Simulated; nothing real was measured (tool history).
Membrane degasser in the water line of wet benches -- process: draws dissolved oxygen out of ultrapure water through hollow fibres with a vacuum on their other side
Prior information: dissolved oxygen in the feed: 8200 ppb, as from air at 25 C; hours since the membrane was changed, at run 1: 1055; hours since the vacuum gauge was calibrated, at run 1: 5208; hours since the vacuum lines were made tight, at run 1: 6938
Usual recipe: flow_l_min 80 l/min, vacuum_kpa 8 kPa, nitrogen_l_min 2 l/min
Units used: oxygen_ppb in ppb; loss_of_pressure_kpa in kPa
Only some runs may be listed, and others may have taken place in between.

run,hour,flow_l_min,vacuum_kpa,nitrogen_l_min,hours since the membrane was changed,hours since the vacuum gauge was calibrated,hours since the vacuum lines were made tight,oxygen_ppb,loss_of_pressure_kpa
1,0,80,8,2,1055,5208,6938,486.3,62.02
2,36.3,80,4.91,2,1092,5244,6974,260.7,61.81
3,73.8,80,4.91,2,1129,5282,7012,257.5,61.73
4,112.4,80,12.68,2,1168,5320,7050,817.6,61.83
5,144.6,80,9.98,2,1200,5352,7083,630.2,62.04
6,168.1,80,8,2.18,1223,5376,7106,472.2,62.06
7,196.9,80,8,2.18,1252,5405,7135,466.9,62.19
8,227.1,89,4.88,2.29,1282,5435,7165,303.5,68.82
9,269.5,58,11.63,1.2,1325,5477,7207,765.4,44.81
10,306.2,71,7.01,0.83,1362,5514,7244,588.2,55.29
11,353,71,7.01,0.83,1408,5561,7291,587.9,55.17

Run by run, hidden condition taken away, random variation retained:
What the log doesn't record here: membrane still open, %; true pressure behind the membrane over the reading, kPa; air that leaks in behind the membrane, l/min; drift of the gauge itself on oxygen_ppb, %; drift of the gauge itself on loss_of_pressure_kpa, %.
run,loss_of_pressure_kpa
1,62.01
2,61.76
3,61.63
4,61.69
5,61.85
6,61.85
7,61.94
8,68.5
9,44.57
10,54.95
11,54.78
oxygen_ppb: within 0.7 ppb of the measured result in every run.

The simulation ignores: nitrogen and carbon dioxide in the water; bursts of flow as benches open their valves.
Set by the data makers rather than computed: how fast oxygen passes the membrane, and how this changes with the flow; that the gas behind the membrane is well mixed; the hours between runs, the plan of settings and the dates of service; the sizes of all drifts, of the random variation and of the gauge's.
